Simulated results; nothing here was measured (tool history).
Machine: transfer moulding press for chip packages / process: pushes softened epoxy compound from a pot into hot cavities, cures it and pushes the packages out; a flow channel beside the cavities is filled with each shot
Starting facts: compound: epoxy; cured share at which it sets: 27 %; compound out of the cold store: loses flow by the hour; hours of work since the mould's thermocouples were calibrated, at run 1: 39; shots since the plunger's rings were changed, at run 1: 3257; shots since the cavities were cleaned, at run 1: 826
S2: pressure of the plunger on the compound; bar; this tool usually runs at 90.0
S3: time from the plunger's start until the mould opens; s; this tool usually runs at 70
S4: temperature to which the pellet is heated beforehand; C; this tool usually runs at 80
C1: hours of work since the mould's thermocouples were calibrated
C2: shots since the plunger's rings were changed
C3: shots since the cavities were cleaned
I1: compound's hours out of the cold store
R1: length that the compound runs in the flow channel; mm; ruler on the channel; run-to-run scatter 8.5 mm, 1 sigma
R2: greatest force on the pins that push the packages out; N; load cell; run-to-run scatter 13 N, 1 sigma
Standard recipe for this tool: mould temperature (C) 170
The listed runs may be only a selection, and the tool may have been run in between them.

run 1 hour=0.0 | mould_temperature_(C)=170 S2=90.0 S3=70 S4=80 | C1=39 C2=3257 C3=826 | I1=17.7 | R1=1000 R2=625
run 2 hour=14.3 | mould_temperature_(C)=170 S2=90.0 S3=51 S4=80 | C1=50 C2=3487 C3=1056 | I1=36.1 | R1=908 R2=1439
-- hour=17.8 cavities cleaned with cleaning compound and waxed
run 3 hour=31.4 | mould_temperature_(C)=170 S2=90.0 S3=70 S4=80 | C1=62 C2=3738 C3=219 | I1=32.1 | R1=921 R2=599
run 4 hour=45.3 | mould_temperature_(C)=170 S2=90.0 S3=70 S4=80 | C1=73 C2=3962 C3=443 | I1=11.8 | R1=1049 R2=640
run 5 hour=63.3 | mould_temperature_(C)=170 S2=83.7 S3=70 S4=80 | C1=86 C2=4251 C3=732 | I1=40.2 | R1=846 R2=583
-- hour=87.9 cavities cleaned with cleaning compound and waxed
run 6 hour=89.1 | mould_temperature_(C)=170 S2=90.0 S3=70 S4=80 | C1=105 C2=4641 C3=19 | I1=37.1 | R1=896 R2=604
run 7 hour=109.2 | mould_temperature_(C)=170 S2=90.0 S3=70 S4=80 | C1=120 C2=4965 C3=343 | I1=36.0 | R1=897 R2=587
run 8 hour=122.9 | mould_temperature_(C)=170 S2=90.0 S3=70 S4=80 | C1=130 C2=5185 C3=563 | I1=12.7 | R1=1042 R2=654
run 9 hour=141.0 | mould_temperature_(C)=170 S2=90.0 S3=70 S4=80 | C1=144 C2=5476 C3=854 | I1=39.1 | R1=865 R2=602
-- hour=156.9 cavities cleaned with cleaning compound and waxed
run 10 hour=156.9 | mould_temperature_(C)=170 S2=100.3 S3=70 S4=80 | C1=155 C2=5708 C3=0 | I1=19.0 | R1=1052 R2=615
run 11 hour=177.7 | mould_temperature_(C)=170 S2=100.3 S3=70 S4=80 | C1=171 C2=6042 C3=334 | I1=37.6 | R1=946 R2=617
-- hour=182.6 plunger's sealing rings changed
run 12 hour=195.6 | mould_temperature_(C)=170 S2=77.9 S3=70 S4=80 | C1=183 C2=210 C3=582 | I1=21.8 | R1=912 R2=622
run 13 hour=217.3 | mould_temperature_(C)=170 S2=77.9 S3=70 S4=80 | C1=199 C2=558 C3=930 | I1=34.2 | R1=845 R2=609
-- hour=228.5 cavities cleaned with cleaning compound and waxed
run 14 hour=232.6 | mould_temperature_(C)=170 S2=77.9 S3=70 S4=80 | C1=210 C2=780 C3=66 | I1=40.4 | R1=822 R2=581
run 15 hour=243.2 | mould_temperature_(C)=170 S2=77.5 S3=70 S4=80 | C1=218 C2=951 C3=237 | I1=37.3 | R1=828 R2=611
run 16 hour=261.1 | mould_temperature_(C)=170 S2=77.5 S3=70 S4=80 | C1=232 C2=1239 C3=525 | I1=36.1 | R1=827 R2=600
run 17 hour=277.2 | mould_temperature_(C)=170 S2=98.6 S3=70 S4=75 | C1=244 C2=1497 C3=783 | I1=18.3 | R1=1047 R2=655
-- hour=297.4 cavities cleaned with cleaning compound and waxed
run 18 hour=297.7 | mould_temperature_(C)=170 S2=98.6 S3=70 S4=75 | C1=258 C2=1803 C3=5 | I1=24.1 | R1=1002 R2=633
run 19 hour=314.7 | mould_temperature_(C)=170 S2=98.6 S3=70 S4=75 | C1=271 C2=2076 C3=278 | I1=43.5 | R1=903 R2=586
run 20 hour=331.7 | mould_temperature_(C)=170 S2=96.7 S3=70 S4=70 | C1=284 C2=2350 C3=552 | I1=22.5 | R1=1009 R2=648
run 21 hour=347.9 | mould_temperature_(C)=170 S2=96.7 S3=70 S4=70 | C1=296 C2=2610 C3=812 | I1=20.3 | R1=1021 R2=674
-- hour=366.8 cavities cleaned with cleaning compound and waxed
run 22 hour=369.1 | mould_temperature_(C)=176 S2=96.7 S3=82 S4=81 | C1=311 C2=2926 C3=36 | I1=38.5 | R1=906 R2=450
run 23 hour=379.6 | mould_temperature_(C)=176 S2=96.7 S3=82 S4=81 | C1=319 C2=3096 C3=206 | I1=13.8 | R1=1071 R2=467
run 24 hour=397.4 | mould_temperature_(C)=166 S2=84.8 S3=59 S4=78 | C1=333 C2=3381 C3=491 | I1=27.0 | R1=942 R2=1281
run 25 hour=419.0 | mould_temperature_(C)=166 S2=75.4 S3=59 S4=78 | C1=349 C2=3729 C3=839 | I1=11.4 | R1=962 R2=1374
-- hour=435.6 cavities cleaned with cleaning compound and waxed
run 26 hour=438.1 | mould_temperature_(C)=169 S2=89.8 S3=83 S4=71 | C1=363 C2=4013 C3=41 | I1=14.2 | R1=1025 R2=508
run 27 hour=450.8 | mould_temperature_(C)=164 S2=89.8 S3=83 S4=86 | C1=373 C2=4217 C3=245 | I1=20.6 | R1=1016 R2=581
run 28 hour=471.7 | mould_temperature_(C)=177 S2=90.0 S3=54 S4=80 | C1=388 C2=4553 C3=581 | I1=20.1 | R1=986 R2=840
run 29 hour=483.3 | mould_temperature_(C)=169 S2=69.7 S3=70 S4=80 | C1=397 C2=4739 C3=767 | I1=47.1 | R1=741 R2=614

Each row is a separate what-if for the run after 29, all from the same tool condition, not one after another. Results?
-- hour=504.6 cavities cleaned with cleaning compound and waxed
run A hour=507.1 | mould_temperature_(C)=169 S2=107.9 S3=70 S4=81 | C1=414 C2=5098 C3=41 | I1=44.6 | R1=? R2=?
-- hour=504.6 cavities cleaned with cleaning compound and waxed
run B hour=507.1 | mould_temperature_(C)=169 S2=69.7 S3=68 S4=80 | C1=414 C2=5098 C3=41 | I1=21.0 | R1=? R2=?
-- hour=504.6 cavities cleaned with cleaning compound and waxed
run C hour=507.1 | mould_temperature_(C)=175 S2=75.6 S3=70 S4=77 | C1=414 C2=5098 C3=41 | I1=31.4 | R1=? R2=?

run=A R1=922 R2=614
run=B R1=883 R2=711
run=C R1=833 R2=511
Had the tool no hidden state, the same runs would have come out as:
run=A R1=924 R2=614
run=B R1=885 R2=711
run=C R1=835 R2=511

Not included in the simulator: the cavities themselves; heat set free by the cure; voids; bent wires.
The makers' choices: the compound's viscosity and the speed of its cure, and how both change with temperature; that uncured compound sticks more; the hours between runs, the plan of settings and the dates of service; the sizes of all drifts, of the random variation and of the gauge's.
